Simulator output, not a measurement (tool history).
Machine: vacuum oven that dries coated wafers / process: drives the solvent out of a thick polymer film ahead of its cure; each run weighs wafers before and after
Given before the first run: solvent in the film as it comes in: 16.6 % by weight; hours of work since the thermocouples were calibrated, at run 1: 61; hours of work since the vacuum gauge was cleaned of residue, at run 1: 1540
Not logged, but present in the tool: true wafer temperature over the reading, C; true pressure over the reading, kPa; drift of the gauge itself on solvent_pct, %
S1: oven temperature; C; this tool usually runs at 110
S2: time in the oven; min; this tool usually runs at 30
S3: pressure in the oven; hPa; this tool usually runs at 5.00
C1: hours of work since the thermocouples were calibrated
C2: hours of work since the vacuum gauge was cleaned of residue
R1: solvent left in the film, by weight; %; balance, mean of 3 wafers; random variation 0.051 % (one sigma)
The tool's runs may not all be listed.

run,hour,S1,S2,S3,C1,C2,R1
1,0.0,110,30,5.00,61,1540,1.54
2,85.6,110,33,5.00,118,1597,1.23
3,166.8,110,33,5.00,172,1652,1.36
4,251.8,110,30,6.23,229,1708,1.59
5,294.0,123,30,5.00,257,1737,0.62
6,362.6,110,30,5.00,303,1782,1.54
7,413.9,110,22,5.00,337,1817,2.21
8,455.1,110,22,5.00,365,1844,2.33
9,506.4,110,30,5.00,399,1879,1.46
10,567.7,110,30,5.00,440,1919,1.63
11,653.0,110,30,5.00,497,1976,1.59
12,741.8,110,30,5.00,556,2036,1.60
13,800.9,110,30,5.00,596,2075,1.62
14,872.0,100,30,5.00,643,2123,4.00
15,908.3,100,30,5.00,667,2147,3.90
16,965.2,98,30,5.00,705,2185,4.50
17,1024.2,98,30,5.00,745,2224,4.59
18,1110.0,123,30,5.00,802,2282,0.65
19,1186.4,123,30,5.00,853,2333,0.78
20,1248.5,123,30,4.15,895,2374,0.71
21,1319.3,110,42,18.00,942,2421,2.25
22,1356.6,108,29,5.50,967,2446,2.12
23,1392.5,108,29,5.50,991,2470,1.98
24,1457.6,102,44,6.75,1034,2514,2.34
25,1524.2,109,31,3.21,1079,2558,1.68
26,1595.0,119,33,2.61,1126,2606,0.78
27,1636.1,119,33,2.61,1154,2633,0.74
# hour 1704.3: oven's thermocouples calibrated
28,1721.4,119,33,2.61,11,2689,0.90
29,1770.9,119,33,2.61,44,2722,0.87
30,1811.1,119,33,2.61,71,2749,0.85
31,1898.0,119,33,2.61,129,2807,0.84
32,1955.8,119,28,3.95,168,2845,1.01
33,2030.4,111,28,4.50,218,2895,2.00
34,2069.4,112,30,5.98,244,2921,1.60
35,2139.9,99,29,5.98,291,2968,4.94
36,2220.7,123,22,15.83,345,3022,1.52
37,2297.0,101,36,6.85,396,3073,3.66
38,2333.9,101,36,6.85,420,3098,3.53

Table of differences, measured result less the result of that run with no hidden state. Run-to-run variation is the same in both. Gauge scatter possibly is not:
run,R1
1,+0.41
2,+0.43
3,+0.44
4,+0.42
5,+0.33
6,+0.44
7,+0.37
8,+0.38
9,+0.45
10,+0.46
11,+0.48
12,+0.48
13,+0.48
14,+0.51
15,+0.50
16,+0.50
17,+0.51
18,+0.42
19,+0.43
20,+0.45
21,+0.59
22,+0.53
23,+0.53
24,+0.69
25,+0.59
26,+0.55
27,+0.54
28,+0.60
29,+0.62
30,+0.60
31,+0.61
32,+0.62
33,+0.80
34,+0.77
35,+0.98
36,+0.57
37,+1.04
38,+1.03

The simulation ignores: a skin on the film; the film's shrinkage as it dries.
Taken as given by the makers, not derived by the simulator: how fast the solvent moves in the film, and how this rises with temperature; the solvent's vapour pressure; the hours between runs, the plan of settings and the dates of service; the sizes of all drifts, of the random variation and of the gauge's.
